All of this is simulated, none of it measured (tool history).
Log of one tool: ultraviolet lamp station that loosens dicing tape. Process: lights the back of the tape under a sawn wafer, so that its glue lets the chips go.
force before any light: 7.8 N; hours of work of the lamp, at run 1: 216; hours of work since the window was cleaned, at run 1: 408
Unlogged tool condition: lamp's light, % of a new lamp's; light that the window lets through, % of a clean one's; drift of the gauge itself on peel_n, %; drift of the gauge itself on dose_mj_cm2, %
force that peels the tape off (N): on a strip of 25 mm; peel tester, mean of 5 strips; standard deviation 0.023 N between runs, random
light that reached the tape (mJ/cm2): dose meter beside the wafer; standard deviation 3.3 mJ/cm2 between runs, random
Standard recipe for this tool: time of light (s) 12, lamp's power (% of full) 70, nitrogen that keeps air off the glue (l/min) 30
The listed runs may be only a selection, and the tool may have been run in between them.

run,hour,time of light (s),lamp's power (% of full),nitrogen that keeps air off the glue (l/min),hours of work of the lamp,hours of work since the window was cleaned,force that peels the tape off (N),light that reached the tape (mJ/cm2)
1,0.0,12,70,30,216,408,1.586,413
# hour 12.3: window cleaned of glue's vapour
2,15.2,12,70,30,222,1,1.696,400
3,29.1,12,70,30,228,7,1.688,398
4,43.0,12,70,30,234,13,1.784,403
5,50.2,12,82,30,237,16,1.394,467
6,61.6,12,82,30,241,21,1.319,464
7,75.4,12,70,59,247,27,1.262,397
# hour 81.2: window cleaned of glue's vapour, once more
8,89.7,12,70,59,253,4,0.908,477
9,103.8,12,70,59,259,10,0.886,472
10,111.0,12,70,59,262,13,0.909,483
11,118.6,12,70,30,265,16,1.294,474
12,132.5,12,70,50,271,22,0.977,474
13,142.8,12,70,50,275,26,0.979,471
14,153.0,12,70,30,280,30,1.307,467
15,161.0,12,70,30,283,34,1.317,471
16,168.4,12,70,30,286,37,1.350,471
17,177.2,12,70,30,290,40,1.334,468
18,189.5,19,70,30,295,46,0.528,736
19,205.1,19,70,30,301,52,0.531,735
20,217.4,19,70,30,307,57,0.517,740
21,223.8,12,70,30,309,60,1.340,465
22,236.8,12,70,30,315,65,1.334,456
23,250.1,18,75,33,320,71,0.474,738
24,264.1,15,64,28,326,77,1.095,526
25,278.2,15,64,28,332,83,1.110,524
26,285.9,15,88,28,335,86,0.602,712
27,294.9,18,61,27,339,90,0.904,591
28,304.8,7,62,27,343,94,3.221,234
29,315.2,7,61,27,348,98,3.222,230
30,326.1,21,62,31,352,103,0.569,696
31,334.6,23,66,30,356,107,0.410,810
32,348.7,12,64,20,362,113,1.981,405
33,356.0,12,77,20,365,116,1.500,494
34,368.4,12,77,20,370,121,1.585,492
35,379.9,7,77,12,375,126,3.618,284
36,393.8,7,77,12,381,132,3.578,284
37,408.5,19,69,11,387,138,1.227,686
38,416.9,19,69,11,391,141,1.280,685
39,427.7,19,69,11,395,146,1.316,679
40,436.0,23,70,30,399,149,0.364,837
41,446.3,23,70,30,403,154,0.375,838
42,456.8,23,70,30,407,158,0.369,829
43,469.5,23,70,30,413,163,0.391,818
44,479.3,23,70,30,417,168,0.379,829

Had the tool no unlogged condition, and each run kept its random variation, what would the results have been?
run,force that peels the tape off (N),light that reached the tape (mJ/cm2)
1,1.087,515
2,1.109,514
3,1.099,514
4,1.155,522
5,0.844,607
6,0.791,605
7,0.745,519
8,0.772,515
9,0.747,511
10,0.762,525
11,1.111,516
12,0.815,518
13,0.813,515
14,1.105,513
15,1.109,517
16,1.134,519
17,1.115,517
18,0.409,816
19,0.406,818
20,0.391,825
21,1.098,520
22,1.087,512
23,0.350,831
24,0.863,594
25,0.867,594
26,0.440,809
27,0.684,673
28,2.853,267
29,2.850,263
30,0.405,799
31,0.285,932
32,1.612,468
33,1.169,571
34,1.230,570
35,3.182,331
36,3.138,332
37,0.907,806
38,0.945,805
39,0.964,802
40,0.235,989
41,0.238,993
42,0.233,986
43,0.246,976
44,0.235,992

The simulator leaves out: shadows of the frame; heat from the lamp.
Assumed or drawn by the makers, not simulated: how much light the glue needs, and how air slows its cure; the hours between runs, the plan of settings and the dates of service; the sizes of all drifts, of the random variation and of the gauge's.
